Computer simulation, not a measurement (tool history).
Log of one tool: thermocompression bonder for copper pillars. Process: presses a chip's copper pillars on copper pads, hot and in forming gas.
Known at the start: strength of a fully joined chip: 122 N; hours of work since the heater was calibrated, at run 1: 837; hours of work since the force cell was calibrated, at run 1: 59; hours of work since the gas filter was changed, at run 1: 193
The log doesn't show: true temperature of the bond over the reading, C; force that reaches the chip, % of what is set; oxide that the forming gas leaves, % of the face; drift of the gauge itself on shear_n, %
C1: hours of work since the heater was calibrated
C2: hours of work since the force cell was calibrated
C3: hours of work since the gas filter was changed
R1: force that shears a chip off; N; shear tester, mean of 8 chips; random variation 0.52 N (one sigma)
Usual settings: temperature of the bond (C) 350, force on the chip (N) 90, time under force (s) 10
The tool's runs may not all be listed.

run 1 hour=0.0 | temperature_of_the_bond_(C)=350 force_on_the_chip_(N)=90 time_under_force_(s)=10 | C1=837 C2=59 C3=193 | R1=78.7
run 2 hour=55.2 | temperature_of_the_bond_(C)=350 force_on_the_chip_(N)=90 time_under_force_(s)=5 | C1=878 C2=100 C3=234 | R1=64.0
run 3 hour=124.7 | temperature_of_the_bond_(C)=350 force_on_the_chip_(N)=90 time_under_force_(s)=5 | C1=929 C2=151 C3=285 | R1=62.9
run 4 hour=166.9 | temperature_of_the_bond_(C)=350 force_on_the_chip_(N)=90 time_under_force_(s)=12 | C1=960 C2=182 C3=315 | R1=82.4
run 5 hour=209.1 | temperature_of_the_bond_(C)=350 force_on_the_chip_(N)=90 time_under_force_(s)=12 | C1=991 C2=213 C3=346 | R1=81.5
run 6 hour=254.0 | temperature_of_the_bond_(C)=350 force_on_the_chip_(N)=90 time_under_force_(s)=10 | C1=1023 C2=246 C3=379 | R1=77.8
run 7 hour=297.5 | temperature_of_the_bond_(C)=350 force_on_the_chip_(N)=90 time_under_force_(s)=10 | C1=1055 C2=277 C3=411 | R1=77.3
-- hour=318.0 forming gas filter changed
run 8 hour=359.6 | temperature_of_the_bond_(C)=350 force_on_the_chip_(N)=90 time_under_force_(s)=10 | C1=1100 C2=323 C3=30 | R1=81.2
run 9 hour=408.9 | temperature_of_the_bond_(C)=350 force_on_the_chip_(N)=90 time_under_force_(s)=10 | C1=1137 C2=359 C3=67 | R1=80.9
run 10 hour=458.0 | temperature_of_the_bond_(C)=350 force_on_the_chip_(N)=90 time_under_force_(s)=10 | C1=1173 C2=395 C3=103 | R1=80.2
run 11 hour=524.8 | temperature_of_the_bond_(C)=350 force_on_the_chip_(N)=90 time_under_force_(s)=16 | C1=1222 C2=444 C3=152 | R1=89.2
run 12 hour=587.5 | temperature_of_the_bond_(C)=350 force_on_the_chip_(N)=90 time_under_force_(s)=20 | C1=1268 C2=490 C3=198 | R1=95.0
-- hour=598.3 heater calibrated with a thermocouple chip
run 13 hour=634.3 | temperature_of_the_bond_(C)=350 force_on_the_chip_(N)=90 time_under_force_(s)=20 | C1=26 C2=522 C3=230 | R1=93.2
run 14 hour=671.3 | temperature_of_the_bond_(C)=350 force_on_the_chip_(N)=98 time_under_force_(s)=20 | C1=54 C2=550 C3=257 | R1=98.3
run 15 hour=714.9 | temperature_of_the_bond_(C)=350 force_on_the_chip_(N)=98 time_under_force_(s)=20 | C1=86 C2=582 C3=289 | R1=97.7
run 16 hour=763.2 | temperature_of_the_bond_(C)=350 force_on_the_chip_(N)=70 time_under_force_(s)=10 | C1=121 C2=617 C3=325 | R1=62.6
run 17 hour=813.5 | temperature_of_the_bond_(C)=350 force_on_the_chip_(N)=70 time_under_force_(s)=10 | C1=158 C2=654 C3=362 | R1=61.6
run 18 hour=883.1 | temperature_of_the_bond_(C)=350 force_on_the_chip_(N)=70 time_under_force_(s)=10 | C1=209 C2=705 C3=413 | R1=62.6
-- hour=906.8 forming gas filter changed
run 19 hour=926.8 | temperature_of_the_bond_(C)=350 force_on_the_chip_(N)=70 time_under_force_(s)=10 | C1=240 C2=736 C3=15 | R1=65.3
run 20 hour=998.4 | temperature_of_the_bond_(C)=336 force_on_the_chip_(N)=116 time_under_force_(s)=19 | C1=293 C2=789 C3=67 | R1=102.3
run 21 hour=1056.8 | temperature_of_the_bond_(C)=350 force_on_the_chip_(N)=76 time_under_force_(s)=25 | C1=336 C2=832 C3=110 | R1=91.5
run 22 hour=1114.0 | temperature_of_the_bond_(C)=350 force_on_the_chip_(N)=117 time_under_force_(s)=15 | C1=378 C2=874 C3=152 | R1=103.9
run 23 hour=1145.5 | temperature_of_the_bond_(C)=350 force_on_the_chip_(N)=117 time_under_force_(s)=15 | C1=401 C2=897 C3=175 | R1=103.8
run 24 hour=1181.7 | temperature_of_the_bond_(C)=350 force_on_the_chip_(N)=117 time_under_force_(s)=15 | C1=427 C2=923 C3=202 | R1=103.2
run 25 hour=1253.6 | temperature_of_the_bond_(C)=370 force_on_the_chip_(N)=102 time_under_force_(s)=5 | C1=480 C2=976 C3=254 | R1=83.4
run 26 hour=1318.1 | temperature_of_the_bond_(C)=376 force_on_the_chip_(N)=76 time_under_force_(s)=10 | C1=527 C2=1023 C3=301 | R1=81.4
run 27 hour=1380.8 | temperature_of_the_bond_(C)=376 force_on_the_chip_(N)=76 time_under_force_(s)=10 | C1=573 C2=1069 C3=347 | R1=81.9
run 28 hour=1455.6 | temperature_of_the_bond_(C)=379 force_on_the_chip_(N)=90 time_under_force_(s)=10 | C1=628 C2=1124 C3=402 | R1=92.2
-- hour=1491.9 forming gas filter changed
run 29 hour=1505.8 | temperature_of_the_bond_(C)=350 force_on_the_chip_(N)=82 time_under_force_(s)=7 | C1=664 C2=1160 C3=10 | R1=69.2
run 30 hour=1558.3 | temperature_of_the_bond_(C)=350 force_on_the_chip_(N)=82 time_under_force_(s)=7 | C1=703 C2=1199 C3=49 | R1=69.3
run 31 hour=1597.2 | temperature_of_the_bond_(C)=350 force_on_the_chip_(N)=82 time_under_force_(s)=7 | C1=731 C2=1227 C3=77 | R1=68.6
run 32 hour=1650.1 | temperature_of_the_bond_(C)=330 force_on_the_chip_(N)=70 time_under_force_(s)=6 | C1=770 C2=1266 C3=116 | R1=47.3
run 33 hour=1693.7 | temperature_of_the_bond_(C)=330 force_on_the_chip_(N)=70 time_under_force_(s)=28 | C1=802 C2=1298 C3=148 | R1=78.2
run 34 hour=1761.0 | temperature_of_the_bond_(C)=330 force_on_the_chip_(N)=70 time_under_force_(s)=28 | C1=851 C2=1348 C3=197 | R1=78.4
run 35 hour=1818.3 | temperature_of_the_bond_(C)=350 force_on_the_chip_(N)=55 time_under_force_(s)=10 | C1=893 C2=1389 C3=239 | R1=51.7
run 36 hour=1877.8 | temperature_of_the_bond_(C)=320 force_on_the_chip_(N)=90 time_under_force_(s)=11 | C1=937 C2=1433 C3=283 | R1=68.9
run 37 hour=1947.4 | temperature_of_the_bond_(C)=350 force_on_the_chip_(N)=75 time_under_force_(s)=10 | C1=988 C2=1484 C3=334 | R1=70.5
run 38 hour=1989.5 | temperature_of_the_bond_(C)=350 force_on_the_chip_(N)=75 time_under_force_(s)=10 | C1=1019 C2=1515 C3=365 | R1=70.6

3 ways to go on from here, each from the tool as it stands after run 38. What would each give?
run A hour=2046.8 | temperature_of_the_bond_(C)=362 force_on_the_chip_(N)=90 time_under_force_(s)=10 | C1=1061 C2=1557 C3=407 | R1=?
run B hour=2046.8 | temperature_of_the_bond_(C)=357 force_on_the_chip_(N)=112 time_under_force_(s)=23 | C1=1061 C2=1557 C3=407 | R1=?
run C hour=2046.8 | temperature_of_the_bond_(C)=363 force_on_the_chip_(N)=70 time_under_force_(s)=5 | C1=1061 C2=1557 C3=407 | R1=?

run=A R1=87.0
run=B R1=110.2
run=C R1=57.9
Without the tool's hidden state the same runs would have given:
run=A R1=84.3
run=B R1=111.2
run=C R1=54.2
